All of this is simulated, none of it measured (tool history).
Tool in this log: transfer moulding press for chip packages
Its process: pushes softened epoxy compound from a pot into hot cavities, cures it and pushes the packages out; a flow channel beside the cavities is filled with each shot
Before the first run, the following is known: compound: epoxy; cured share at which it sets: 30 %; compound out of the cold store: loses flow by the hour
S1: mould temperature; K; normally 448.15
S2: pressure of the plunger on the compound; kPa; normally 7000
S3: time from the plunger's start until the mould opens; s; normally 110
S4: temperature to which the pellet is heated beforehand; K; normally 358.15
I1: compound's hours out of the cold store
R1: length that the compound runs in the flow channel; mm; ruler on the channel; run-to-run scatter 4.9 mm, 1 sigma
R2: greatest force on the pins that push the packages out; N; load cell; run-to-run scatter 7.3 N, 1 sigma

run,hour,S1,S2,S3,S4,I1,R1,R2
1,0,448.15,7000,110,358.15,15.9,710,309
# hour 8.3: cavities cleaned with cleaning compound and waxed
2,24.5,448.15,7000,110,358.15,9,735,316
3,70.7,448.15,7000,110,358.15,25.2,666,315
# hour 94.1: cavities cleaned with cleaning compound and waxed
4,127.2,448.15,5680,110,358.15,24.7,612,304
# hour 162.2: plunger's sealing rings changed
# hour 181.9: cavities cleaned with cleaning compound and waxed
5,183.6,448.15,7000,110,358.15,31,653,304
6,218.7,448.15,7000,110,358.15,25.6,672,306
# hour 269.1: cavities cleaned with cleaning compound and waxed
7,272.8,448.15,8040,110,358.15,46.1,646,289
8,317.1,448.15,8040,110,357.15,35.7,685,289
9,339.4,448.15,7000,110,358.15,28.2,658,307
# hour 357.1: cavities cleaned with cleaning compound and waxed
10,396.1,448.15,7000,110,358.15,10.1,730,315
11,431.8,448.15,7000,110,358.15,39.6,617,304
# hour 442.4: cavities cleaned with cleaning compound and waxed
12,475.3,448.15,7000,110,358.15,25.5,671,292
13,502.9,448.15,7000,110,358.15,45.4,602,306
# hour 529.1: cavities cleaned with cleaning compound and waxed
14,557.6,443.15,7240,103,358.15,21.3,706,463
15,582.9,450.15,7000,110,350.15,13.7,716,301
# hour 614.7: cavities cleaned with cleaning compound and waxed
16,628.8,450.15,7000,117,366.15,14,713,282
17,651.2,454.15,5380,132,358.15,15.9,614,275
18,676.2,456.15,5250,139,350.15,38.4,540,267
# hour 700.1: cavities cleaned with cleaning compound and waxed
19,723.2,451.15,7000,110,358.15,26.1,657,292
# hour 766.1: plunger's sealing rings changed
20,766.1,453.15,7000,96,358.15,20.5,683,302
# hour 788.3: cavities cleaned with cleaning compound and waxed
21,811,453.15,7610,148,366.15,36.7,645,264
22,840,452.15,5630,127,368.15,34.6,577,265
# hour 875.1: cavities cleaned with cleaning compound and waxed
23,885.1,448.15,7000,110,352.15,34.7,632,313
24,927.9,452.15,5900,101,359.15,22.3,629,300
# hour 960.8: cavities cleaned with cleaning compound and waxed
25,971.7,452.15,5900,101,359.15,22.7,626,305
26,997.3,448.15,7000,93,356.15,8.2,747,436

Branching from run 26: 4 alternative next runs. What would each branch give?
A,1020.6,449.15,7000,110,358.15,32,?,?
B,1020.6,448.15,7290,96,358.15,45.4,?,?
C,1020.6,454.15,7500,93,368.15,13.2,?,?
D,1020.6,448.15,7690,93,355.15,24.5,?,?

run,R1,R2
A,657,297
B,620,362
C,736,325
D,707,419
What these runs would have given with no unlogged condition in the tool:
run,R1,R2
A,657,294
B,621,359
C,736,322
D,707,415
